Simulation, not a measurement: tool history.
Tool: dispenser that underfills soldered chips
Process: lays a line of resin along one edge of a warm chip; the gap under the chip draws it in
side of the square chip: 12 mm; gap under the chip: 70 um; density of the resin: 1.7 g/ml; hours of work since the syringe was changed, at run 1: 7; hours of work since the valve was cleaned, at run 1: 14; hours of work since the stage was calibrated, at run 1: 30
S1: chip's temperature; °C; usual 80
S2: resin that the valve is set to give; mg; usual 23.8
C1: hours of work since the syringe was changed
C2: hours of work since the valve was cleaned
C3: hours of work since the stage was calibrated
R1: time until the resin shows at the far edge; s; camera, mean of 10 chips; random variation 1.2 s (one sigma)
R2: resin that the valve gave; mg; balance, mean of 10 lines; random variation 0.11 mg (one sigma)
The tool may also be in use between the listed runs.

{"run": 1, "hour": 0.0, "S1": 80, "S2": 23.8, "C1": 7, "C2": 14, "C3": 30, "R1": 198.4, "R2": 23.49}
{"hour": 0.7, "done": "new syringe of resin"}
{"run": 2, "hour": 3.9, "S1": 87, "S2": 23.8, "C1": 2, "C2": 17, "C3": 33, "R1": 103.1, "R2": 23.58}
{"run": 3, "hour": 7.0, "S1": 87, "S2": 23.8, "C1": 5, "C2": 19, "C3": 35, "R1": 123.3, "R2": 23.38}
{"hour": 10.4, "done": "new syringe of resin"}
{"run": 4, "hour": 10.6, "S1": 66, "S2": 23.8, "C1": 0, "C2": 22, "C3": 38, "R1": 266.7, "R2": 23.46}
{"run": 5, "hour": 13.8, "S1": 66, "S2": 23.8, "C1": 3, "C2": 24, "C3": 40, "R1": 312.5, "R2": 23.3}
{"run": 6, "hour": 17.9, "S1": 66, "S2": 23.8, "C1": 6, "C2": 28, "C3": 44, "R1": 395.7, "R2": 23.18}
{"hour": 19.8, "done": "new syringe of resin"}
{"run": 7, "hour": 21.7, "S1": 66, "S2": 23.8, "C1": 1, "C2": 30, "C3": 46, "R1": 285.4, "R2": 23.31}
{"run": 8, "hour": 26.1, "S1": 66, "S2": 23.8, "C1": 5, "C2": 34, "C3": 50, "R1": 365.8, "R2": 23.17}
{"hour": 29.2, "done": "new syringe of resin"}
{"run": 9, "hour": 31.1, "S1": 66, "S2": 23.8, "C1": 1, "C2": 37, "C3": 53, "R1": 292.7, "R2": 23.38}
{"run": 10, "hour": 35.6, "S1": 67, "S2": 23.8, "C1": 5, "C2": 41, "C3": 57, "R1": 355.4, "R2": 23.14}
{"hour": 38.8, "done": "new syringe of resin"}
{"run": 11, "hour": 39.3, "S1": 67, "S2": 23.8, "C1": 0, "C2": 44, "C3": 60, "R1": 256.3, "R2": 23.16}
{"run": 12, "hour": 41.6, "S1": 80, "S2": 23.8, "C1": 2, "C2": 45, "C3": 61, "R1": 145.4, "R2": 23.25}
{"run": 13, "hour": 44.5, "S1": 80, "S2": 23.8, "C1": 4, "C2": 48, "C3": 64, "R1": 172.6, "R2": 23.23}
{"hour": 48.4, "done": "new syringe of resin"}
{"run": 14, "hour": 48.7, "S1": 80, "S2": 23.8, "C1": 0, "C2": 51, "C3": 67, "R1": 126.7, "R2": 23.2}
{"run": 15, "hour": 53.3, "S1": 80, "S2": 25.6, "C1": 4, "C2": 54, "C3": 70, "R1": 162.4, "R2": 24.79}
{"run": 16, "hour": 56.1, "S1": 80, "S2": 23.8, "C1": 6, "C2": 56, "C3": 72, "R1": 189.0, "R2": 23.0}
{"hour": 57.8, "done": "new syringe of resin"}
{"run": 17, "hour": 59.5, "S1": 80, "S2": 23.8, "C1": 1, "C2": 59, "C3": 75, "R1": 137.3, "R2": 22.9}
{"run": 18, "hour": 61.7, "S1": 80, "S2": 23.8, "C1": 3, "C2": 61, "C3": 77, "R1": 154.8, "R2": 22.94}
{"run": 19, "hour": 64.3, "S1": 80, "S2": 23.8, "C1": 5, "C2": 63, "C3": 79, "R1": 180.5, "R2": 22.99}
{"hour": 67.5, "done": "new syringe of resin"}
{"run": 20, "hour": 68.7, "S1": 93, "S2": 26.2, "C1": 1, "C2": 66, "C3": 82, "R1": 69.1, "R2": 25.42}
{"run": 21, "hour": 73.4, "S1": 81, "S2": 21.7, "C1": 5, "C2": 69, "C3": 85, "R1": 171.8, "R2": 21.03}
{"run": 22, "hour": 75.4, "S1": 81, "S2": 21.7, "C1": 6, "C2": 71, "C3": 87, "R1": 186.7, "R2": 20.7}
{"hour": 77.1, "done": "new syringe of resin"}
{"run": 23, "hour": 79.5, "S1": 92, "S2": 22.6, "C1": 2, "C2": 74, "C3": 90, "R1": 80.0, "R2": 21.7}
{"run": 24, "hour": 81.7, "S1": 92, "S2": 22.6, "C1": 4, "C2": 76, "C3": 92, "R1": 92.0, "R2": 21.61}
{"run": 25, "hour": 85.6, "S1": 92, "S2": 22.7, "C1": 7, "C2": 79, "C3": 95, "R1": 115.7, "R2": 21.66}
{"hour": 86.7, "done": "new syringe of resin"}
{"run": 26, "hour": 88.4, "S1": 92, "S2": 22.7, "C1": 1, "C2": 81, "C3": 97, "R1": 77.5, "R2": 21.8}
{"run": 27, "hour": 90.7, "S1": 92, "S2": 22.9, "C1": 3, "C2": 83, "C3": 98, "R1": 86.1, "R2": 21.89}
{"run": 28, "hour": 94.7, "S1": 92, "S2": 22.9, "C1": 6, "C2": 86, "C3": 102, "R1": 107.7, "R2": 21.87}
{"hour": 96.2, "done": "new syringe of resin"}
{"run": 29, "hour": 98.1, "S1": 92, "S2": 22.9, "C1": 1, "C2": 88, "C3": 104, "R1": 79.6, "R2": 21.8}
{"run": 30, "hour": 102.8, "S1": 70, "S2": 20.4, "C1": 5, "C2": 92, "C3": 108, "R1": 331.7, "R2": 19.27}
{"hour": 106.0, "done": "new syringe of resin"}
{"run": 31, "hour": 107.7, "S1": 70, "S2": 20.4, "C1": 1, "C2": 95, "C3": 111, "R1": 250.5, "R2": 19.26}
{"run": 32, "hour": 110.9, "S1": 80, "S2": 30.0, "C1": 4, "C2": 98, "C3": 114, "R1": 158.5, "R2": 28.52}
{"run": 33, "hour": 113.6, "S1": 80, "S2": 30.0, "C1": 6, "C2": 100, "C3": 116, "R1": 187.1, "R2": 28.27}
{"hour": 115.5, "done": "new syringe of resin"}
{"run": 34, "hour": 118.2, "S1": 76, "S2": 28.2, "C1": 2, "C2": 103, "C3": 119, "R1": 183.2, "R2": 26.6}
{"run": 35, "hour": 122.6, "S1": 91, "S2": 20.5, "C1": 6, "C2": 107, "C3": 123, "R1": 118.6, "R2": 19.3}
{"hour": 125.1, "done": "new syringe of resin"}
{"run": 36, "hour": 125.1, "S1": 80, "S2": 27.6, "C1": 0, "C2": 108, "C3": 124, "R1": 123.2, "R2": 25.86}

Measured less the same run without the tool's hidden state. The same run-to-run variation is in both; the gauge's scatter may not be:
The hidden state here: resin's viscosity, % of fresh resin's; dose that the valve gives, % of what is set; true chip temperature over the reading, C; drift of the gauge itself on fill_s, %; drift of the gauge itself on given_mg, %.
run=1 R1=+80.2 R2=-0.21
run=2 R1=+18.8 R2=-0.25
run=3 R1=+38.7 R2=-0.27
run=4 R1=+11.6 R2=-0.31
run=5 R1=+61.8 R2=-0.34
run=6 R1=+142.7 R2=-0.38
run=7 R1=+36.0 R2=-0.42
run=8 R1=+115.4 R2=-0.46
run=9 R1=+40.2 R2=-0.51
run=10 R1=+116.2 R2=-0.55
run=11 R1=+18.7 R2=-0.59
run=12 R1=+26.8 R2=-0.62
run=13 R1=+52.3 R2=-0.64
run=14 R1=+8.9 R2=-0.68
run=15 R1=+45.2 R2=-0.78
run=16 R1=+72.0 R2=-0.75
run=17 R1=+17.5 R2=-0.79
run=18 R1=+34.8 R2=-0.81
run=19 R1=+59.0 R2=-0.84
run=20 R1=+7.9 R2=-0.97
run=21 R1=+55.1 R2=-0.85
run=22 R1=+73.0 R2=-0.86
run=23 R1=+13.9 R2=-0.94
run=24 R1=+24.4 R2=-0.95
run=25 R1=+47.4 R2=-1.00
run=26 R1=+10.3 R2=-1.03
run=27 R1=+20.4 R2=-1.05
run=28 R1=+41.7 R2=-1.10
run=29 R1=+12.5 R2=-1.12
run=30 R1=+118.5 R2=-1.03
run=31 R1=+40.5 R2=-1.08
run=32 R1=+44.3 R2=-1.64
run=33 R1=+70.5 R2=-1.66
run=34 R1=+38.0 R2=-1.62
run=35 R1=+45.9 R2=-1.21
run=36 R1=+7.4 R2=-1.66

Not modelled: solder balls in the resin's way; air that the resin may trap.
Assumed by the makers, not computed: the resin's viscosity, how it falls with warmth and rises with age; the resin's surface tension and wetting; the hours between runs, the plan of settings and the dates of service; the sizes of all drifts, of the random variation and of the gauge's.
